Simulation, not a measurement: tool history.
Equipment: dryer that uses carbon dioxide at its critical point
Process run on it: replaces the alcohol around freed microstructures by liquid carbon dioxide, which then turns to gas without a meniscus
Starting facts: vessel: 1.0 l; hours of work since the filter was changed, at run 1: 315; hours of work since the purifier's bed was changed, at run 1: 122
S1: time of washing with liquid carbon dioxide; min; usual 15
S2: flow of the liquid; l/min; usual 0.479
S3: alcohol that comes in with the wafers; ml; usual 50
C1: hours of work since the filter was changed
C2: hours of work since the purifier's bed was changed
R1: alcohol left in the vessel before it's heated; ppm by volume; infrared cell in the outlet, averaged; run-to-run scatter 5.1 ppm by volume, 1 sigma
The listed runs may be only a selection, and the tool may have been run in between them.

run,day,S1,S2,S3,C1,C2,R1
1,0,15,0.479,50,315,122,143
2,1.142,15,0.479,50,332,140,148
# day 1.392: inlet filter changed
3,2.521,15,0.479,50,18,161,93
4,3.988,15,0.479,50,40,184,89
5,6.167,15,0.479,65,74,218,118
6,8.362,15,0.479,65,109,252,139
7,9.783,15,0.479,65,131,274,147
8,11.738,15,0.479,65,161,305,157
9,13.046,15,0.753,65,182,325,52
10,15.092,15,0.407,50,213,357,302
11,17.379,15,0.383,50,249,392,453
12,18.475,15,0.479,94,266,410,265
13,20.612,15,0.652,94,299,443,87
14,21.925,15,0.652,94,320,463,106
# day 23.138: inlet filter changed
15,23.538,15,0.6,50,6,488,78
16,25.667,15,0.6,50,39,521,93
# day 27.312: purifier's bed changed
17,27.533,15,0.6,50,67,3,25
18,29.258,15,0.6,50,93,30,24
19,30.242,15,0.6,50,109,46,18
20,31.933,9,0.479,50,135,72,992
21,33.688,10,0.479,50,162,99,681
22,35.538,15,0.479,50,191,128,114
23,37.775,15,0.479,50,226,163,124
24,38.942,15,0.479,50,244,181,141
25,40.838,22,0.434,65,274,211,68
26,42.921,15,0.343,50,306,243,762
27,44.612,15,0.343,50,333,269,772
# day 44.85: inlet filter changed
28,46.758,9,0.457,31,30,302,691
29,48.688,11,0.742,31,60,332,67
30,49.838,15,0.699,100,78,350,60
31,51.8,22,0.407,103,108,381,85
32,53.162,22,0.376,96,130,402,119
33,55.208,15,0.303,73,161,434,1434
34,57.167,16,0.46,78,192,464,189
35,59.217,15,0.479,98,224,496,254
36,61.125,15,0.479,98,253,526,265
# day 62.404: purifier's bed changed
37,63.146,15,0.367,50,283,12,497
38,65.396,21,0.479,50,318,47,19
39,66.421,21,0.479,113,334,63,46
# day 66.567: inlet filter changed
40,67.883,15,0.667,50,20,85,22
41,70.154,15,0.667,50,56,120,18
42,72.229,15,0.667,50,88,152,34
43,73.725,15,0.779,50,111,176,32
44,74.667,12,0.45,42,126,190,338
45,76.354,15,0.45,26,152,217,101
46,77.346,21,0.393,30,168,232,67
47,78.304,16,0.479,101,183,247,151
48,79.933,16,0.417,101,208,272,329

For each entry between runs, how does the tool's hidden state at the last listed run before it compare with that at the first listed run after it?
After run 2, before run 3: inlet filter changed (day 1.392)
  flow that reaches the vessel past the clogged filter, %: 87.1 -> 98.6; alcohol in the recycled carbon dioxide, ppm: 26.4 -> 29.2
  the result without the hidden state subtracted from the measured one, R1: +94 -> +30 ppm by volume
After run 14, before run 15: inlet filter changed (day 23.138)
  flow that reaches the vessel past the clogged filter, %: 87.1 -> 99.6; alcohol in the recycled carbon dioxide, ppm: 72.3 -> 76.2
  the result without the hidden state subtracted from the measured one, R1: +86 -> +68 ppm by volume
After run 16, before run 17: purifier's bed changed (day 27.312)
  flow that reaches the vessel past the clogged filter, %: 98.4 -> 97.3; alcohol in the recycled carbon dioxide, ppm: 80.7 -> 6.1
  the result without the hidden state subtracted from the measured one, R1: +76 -> +3 ppm by volume
After run 27, before run 28: inlet filter changed (day 44.85)
  flow that reaches the vessel past the clogged filter, %: 87.2 -> 98.7; alcohol in the recycled carbon dioxide, ppm: 44.6 -> 49.2
  the result without the hidden state subtracted from the measured one, R1: +371 -> +77 ppm by volume
After run 36, before run 37: purifier's bed changed (day 62.404)
  flow that reaches the vessel past the clogged filter, %: 90.2 -> 89.1; alcohol in the recycled carbon dioxide, ppm: 80.3 -> 7.4
  the result without the hidden state subtracted from the measured one, R1: +169 -> +214 ppm by volume
After run 39, before run 40: inlet filter changed (day 66.567)
  flow that reaches the vessel past the clogged filter, %: 87.2 -> 99.1; alcohol in the recycled carbon dioxide, ppm: 14.5 -> 17.6
  the result without the hidden state subtracted from the measured one, R1: +27 -> +13 ppm by volume
